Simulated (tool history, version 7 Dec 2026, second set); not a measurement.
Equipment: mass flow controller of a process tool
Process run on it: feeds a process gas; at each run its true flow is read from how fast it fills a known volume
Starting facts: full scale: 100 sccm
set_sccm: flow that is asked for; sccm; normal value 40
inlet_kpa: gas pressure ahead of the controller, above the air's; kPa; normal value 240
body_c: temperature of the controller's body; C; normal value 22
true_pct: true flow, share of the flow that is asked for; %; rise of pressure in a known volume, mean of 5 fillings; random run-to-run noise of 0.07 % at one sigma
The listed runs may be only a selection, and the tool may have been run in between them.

| run | day | set_sccm | inlet_kpa | body_c | true_pct |
|---|---|---|---|---|---|
| 1 | 0 | 40 | 240 | 22 | 98.76 |
| 2 | 8.133 | 40 | 240 | 22 | 98.62 |
| 3 | 13.117 | 40 | 240 | 22 | 98.68 |
| 4 | 18.754 | 40 | 240 | 38 | 97.3 |
| 5 | 27.492 | 40 | 240 | 38 | 97.22 |
| 6 | 35.642 | 31 | 240 | 22 | 98.54 |
| 7 | 44.075 | 31 | 240 | 22 | 98.47 |
| 8 | 51.488 | 31 | 240 | 22 | 98.48 |
| 9 | 57.946 | 16 | 240 | 22 | 98.52 |
| 10 | 65.529 | 16 | 240 | 22 | 98.75 |
| 11 | 71.258 | 16 | 240 | 22 | 98.59 |
| 12 | 77.617 | 16 | 240 | 22 | 98.71 |
| 13 | 83.296 | 16 | 240 | 22 | 98.52 |
| 14 | 90.829 | 16 | 240 | 22 | 98.64 |
| 15 | 95.704 | 16 | 240 | 22 | 98.56 |
| 16 | 99.721 | 16 | 240 | 22 | 98.76 |
| 17 | 105.617 | 40 | 261 | 22 | 98.71 |
| 18 | 111.121 | 45 | 240 | 22 | 98.73 |
| 19 | 116.183 | 23 | 240 | 22 | 98.38 |
| 20 | 122.017 | 40 | 240 | 22 | 98.63 |
| 21 | 127.038 | 40 | 240 | 22 | 98.64 |
| 22 | 133.012 | 40 | 240 | 22 | 98.59 |
| 23 | 139.442 | 40 | 240 | 35 | 97.36 |
| 24 | 148.562 | 40 | 240 | 35 | 97.4 |
| 25 | 157.25 | 40 | 240 | 26 | 98.24 |
| 26 | 163.192 | 40 | 149 | 26 | 97.88 |
| 27 | 168.571 | 40 | 149 | 26 | 97.76 |
| 28 | 176.225 | 28 | 210 | 28 | 97.73 |
| 29 | 181.45 | 39 | 210 | 20 | 98.7 |
| 30 | 186.617 | 39 | 210 | 20 | 98.51 |
| 31 | 196.133 | 39 | 210 | 20 | 98.52 |
| 32 | 204.283 | 39 | 210 | 20 | 98.58 |
| 33 | 210.921 | 40 | 240 | 34 | 97.45 |
| 34 | 217.204 | 40 | 240 | 34 | 97.53 |
| 35 | 223.212 | 40 | 240 | 34 | 97.47 |
| 36 | 231.871 | 40 | 240 | 34 | 97.34 |
| 37 | 240.604 | 23 | 174 | 32 | 97.18 |
| 38 | 247.296 | 16 | 240 | 22 | 98.67 |
| 39 | 251.496 | 23 | 205 | 29 | 97.64 |
| 40 | 257.062 | 77 | 239 | 32 | 98.49 |
| 41 | 263.35 | 77 | 239 | 32 | 98.49 |
| 42 | 267.479 | 77 | 239 | 32 | 98.39 |
| 43 | 274.462 | 77 | 239 | 24 | 99.12 |
| 44 | 280.808 | 20 | 168 | 29 | 97.68 |
| 45 | 287.7 | 91 | 228 | 37 | 98.21 |
| 46 | 292.433 | 91 | 228 | 37 | 98.17 |
| 47 | 297.421 | 20 | 235 | 30 | 97.93 |
| 48 | 304.554 | 100 | 240 | 22 | 99.82 |

4 ways to go on from here, each from the tool as it stands after run 48. What would each give?
| A | 308.408 | 14 | 243 | 25 | ? |
| B | 308.408 | 42 | 211 | 40 | ? |
| C | 308.408 | 58 | 194 | 22 | ? |
| D | 308.408 | 92 | 173 | 22 | ? |

| run | true_pct |
|---|---|
| A | 98.53 |
| B | 96.6 |
| C | 98.64 |
| D | 99.35 |
With the hidden condition removed and each run's random variation left untouched, the same runs would have given:
| run | true_pct |
|---|---|
| A | 97.66 |
| B | 96.88 |
| C | 99.08 |
| D | 99.94 |

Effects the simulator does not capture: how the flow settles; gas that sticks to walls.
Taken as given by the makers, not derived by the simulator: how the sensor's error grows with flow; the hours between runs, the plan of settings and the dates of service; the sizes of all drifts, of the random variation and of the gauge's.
